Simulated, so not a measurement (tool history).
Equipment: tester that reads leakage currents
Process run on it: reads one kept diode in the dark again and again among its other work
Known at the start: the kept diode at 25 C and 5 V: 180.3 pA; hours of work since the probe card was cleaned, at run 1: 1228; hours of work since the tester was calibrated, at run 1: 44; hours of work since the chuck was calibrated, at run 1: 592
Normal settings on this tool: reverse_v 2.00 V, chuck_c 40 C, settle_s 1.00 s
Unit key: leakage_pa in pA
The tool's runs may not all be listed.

run,hour,reverse_v,chuck_c,settle_s,hours of work since the probe card was cleaned,hours of work since the tester was calibrated,hours of work since the chuck was calibrated,leakage_pa
1,0.0,2.00,40,1.00,1228,44,592,376.35
2,30.1,2.00,40,1.37,1244,60,608,375.43
3,57.3,2.00,40,1.37,1259,76,623,375.55
4,85.1,2.00,40,1.37,1275,91,639,375.70
5,100.1,2.00,40,1.00,1283,99,647,375.02
6,129.7,2.00,40,1.00,1300,116,664,375.49
7,156.5,2.00,40,1.00,1315,131,679,374.37
8,182.9,2.00,40,1.00,1329,145,693,376.66
9,198.8,2.00,40,1.00,1338,154,702,375.06
10,214.0,2.00,40,1.00,1347,163,711,374.31
11,229.8,2.00,40,1.00,1356,172,720,375.61
12,248.4,2.00,24,1.00,1366,182,730,112.06
13,264.0,2.00,24,1.00,1375,191,739,112.00
# hour 272.3: probe card cleaned and baked
14,281.8,2.00,24,1.00,5,199,747,106.37
15,314.6,2.00,40,1.00,24,217,765,367.11
16,350.1,2.00,40,1.00,43,237,785,366.61
17,382.2,12.28,40,1.00,61,255,803,801.69
18,399.3,12.28,40,1.00,71,264,812,801.25
19,424.0,12.28,40,1.00,85,278,826,805.27
20,442.8,2.00,51,1.00,95,289,837,802.09
21,461.4,6.30,27,4.95,105,299,847,220.83
22,489.4,6.30,27,4.95,121,315,863,222.11
23,522.6,2.70,39,1.00,140,333,881,385.44
24,540.7,12.63,35,1.00,150,343,891,556.10
25,575.7,4.55,34,1.00,169,363,911,329.95
26,611.2,4.55,29,3.52,189,383,930,225.18
27,627.1,1.40,21,3.80,198,391,939,71.03
28,657.2,2.36,21,3.80,215,408,956,88.77
29,677.6,2.00,40,4.59,226,420,967,361.45
30,706.2,10.74,40,0.85,242,435,983,753.89
31,729.3,2.00,40,2.99,255,448,996,362.65
32,748.3,2.00,40,2.99,265,459,1007,362.22
33,763.6,1.58,27,1.73,274,467,1015,121.33
34,786.4,10.78,23,0.68,287,480,1028,206.44
35,805.3,2.39,40,1.00,297,491,1039,390.44
36,831.7,2.91,40,3.26,312,505,1053,424.66
37,852.1,3.86,32,1.00,323,517,1065,264.60
38,874.0,3.86,38,4.90,335,529,1077,412.53
39,889.9,11.30,32,4.90,344,538,1086,422.39

Below are 5 alternative next runs, each starting from the tool's condition after run 39. Predict each:
A,920.8,2.00,40,0.97,361,555,1103,?
B,920.8,6.36,40,1.00,361,555,1103,?
C,920.8,15.08,57,0.62,361,555,1103,?
D,920.8,11.30,32,5.74,361,555,1103,?
E,920.8,2.64,22,0.86,361,555,1103,?

run,leakage_pa
A,361.54
B,596.53
C,2826.18
D,421.53
E,100.66
What these runs would have given with no unlogged condition in the tool:
run,leakage_pa
A,387.56
B,636.81
C,3008.92
D,445.84
E,107.05
